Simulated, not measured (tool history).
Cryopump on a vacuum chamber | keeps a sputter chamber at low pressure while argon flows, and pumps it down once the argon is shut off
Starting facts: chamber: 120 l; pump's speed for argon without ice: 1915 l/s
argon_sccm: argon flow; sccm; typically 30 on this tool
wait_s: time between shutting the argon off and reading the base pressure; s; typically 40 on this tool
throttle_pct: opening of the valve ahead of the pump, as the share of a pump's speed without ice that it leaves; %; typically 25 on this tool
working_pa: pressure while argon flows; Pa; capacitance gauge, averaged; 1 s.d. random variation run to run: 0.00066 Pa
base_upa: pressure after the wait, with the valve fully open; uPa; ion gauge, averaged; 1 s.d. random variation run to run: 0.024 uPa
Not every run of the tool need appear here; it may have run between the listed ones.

run	hour	argon_sccm	wait_s	throttle_pct	working_pa	base_upa
1	0	30	40	25	0.1131	1.56
2	36.7	30	40	25	0.1144	1.45
3	63.7	23	40	25	0.0879	1.56
4	111.3	23	40	25	0.0888	1.59
5	171.1	30	40	25	0.1153	1.59
6	237.7	30	40	25	0.1148	1.55
7	286.3	30	191	25	0.1152	0.66
8	341	30	191	25	0.117	0.64
# hour 370.1: pump warmed up, emptied and cooled again
9	397	30	191	25	0.1067	0.57
10	464.1	30	191	25	0.1068	0.59
11	492.3	30	191	25	0.1058	0.54
12	558.6	30	191	25	0.1074	0.56
13	595	30	191	25	0.1075	0.59
14	649.3	30	191	25	0.1072	0.55
15	700.2	30	40	52	0.0519	1.49
16	737.9	30	40	52	0.0525	1.54
17	796.6	30	20	52	0.0534	2.66
18	856.5	13	262	48	0.025	0.5
19	903.1	55	79	44	0.1168	0.96
20	955.4	55	79	44	0.1173	0.96
21	1014.6	30	69	40	0.0704	1.07
22	1062.1	30	215	23	0.1199	0.57
23	1104.3	30	215	23	0.1187	0.59
24	1137.1	29	172	56	0.0499	0.64
25	1171.6	29	172	56	0.0502	0.68
26	1230.3	30	63	22	0.1258	1.14
27	1273.5	30	63	22	0.1265	1.15
28	1314.3	40	23	25	0.1477	2.4
29	1366.8	40	23	25	0.1508	2.38
30	1406.4	30	154	29	0.0976	0.72
31	1455.4	30	154	29	0.0979	0.75
32	1494.8	30	154	29	0.0984	0.73
33	1525.1	14	69	25	0.0527	1.1

Branching from run 33: 5 alternative next runs. What would each branch give?
A	1577.2	50	289	20	?	?
B	1577.2	15	26	25	?	?
C	1577.2	18	191	15	?	?
D	1577.2	14	69	21	?	?
E	1577.2	26	40	29	?	?

run	working_pa	base_upa
A	0.2348	0.64
B	0.0564	2.23
C	0.1103	0.68
D	0.0626	1.12
E	0.0857	1.58
With no hidden state in the tool, these same runs would have given:
run	working_pa	base_upa
A	0.2219	0.35
B	0.0526	1.95
C	0.1057	0.39
D	0.059	0.84
E	0.079	1.3
